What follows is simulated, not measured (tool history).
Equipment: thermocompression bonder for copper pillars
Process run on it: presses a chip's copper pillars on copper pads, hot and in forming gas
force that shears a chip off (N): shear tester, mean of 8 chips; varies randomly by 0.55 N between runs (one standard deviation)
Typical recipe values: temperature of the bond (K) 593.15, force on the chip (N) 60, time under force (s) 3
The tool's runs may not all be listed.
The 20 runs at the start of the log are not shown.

run    hour  temperature of the bond (K)  force on the chip (N)  time under force (s)  force that shears a chip off (N)
 21  1100.2                       612.15                     55                     3                              58.0
     1109.6  -- forming gas filter changed
 22  1137.1                       612.15                     55                     3                              59.2
 23  1175.8                       603.15                     60                     4                              62.9
 24  1220.1                       563.15                     60                     3                              37.4
 25  1289.1                       605.15                     60                     3                              59.2
 26  1322.6                       575.15                     60                     2                              38.6
     1353.2  -- forming gas filter changed
 27  1354.4                       575.15                     60                     2                              38.0
 28  1399.5                       587.15                     60                     2                              43.2
 29  1451.1                       593.15                     73                     9                              80.2
 30  1489.5                       597.15                     46                     3                              45.2
 31  1538.6                       597.15                     46                     3                              45.9
     1594.4  -- forming gas filter changed
 32  1609.9                       597.15                     46                     3                              46.6
     1621.5  -- force cell calibrated
 33  1682.1                       597.15                     46                     3                              44.8
 34  1733.9                       608.15                     46                     2                              43.7
 35  1781.8                       608.15                     46                     2                              44.6
 36  1825.7                       608.15                     89                     4                              79.4
     1835.7  -- forming gas filter changed
 37  1874.4                       608.15                     89                     4                              79.9
 38  1918.6                       602.15                     87                     4                              75.6
 39  1986.5                       593.15                     62                     2                              46.2

Here are 4 independent what-if runs from the current tool condition. What would each one return?
  A  2052.8                       586.15                     73                     3                                 ?
  B  2052.8                       593.15                     85                     2                                 ?
  C  2052.8                       582.15                     67                     6                                 ?
  D  2052.8                       596.15                     84                     2                                 ?

run  force that shears a chip off (N)
  A                              56.7
  B                              57.9
  C                              62.6
  D                              59.6
Take away the tool's hidden state, keep each run's random variation, and the runs would have read:
run  force that shears a chip off (N)
  A                              56.6
  B                              57.7
  C                              62.4
  D                              59.5
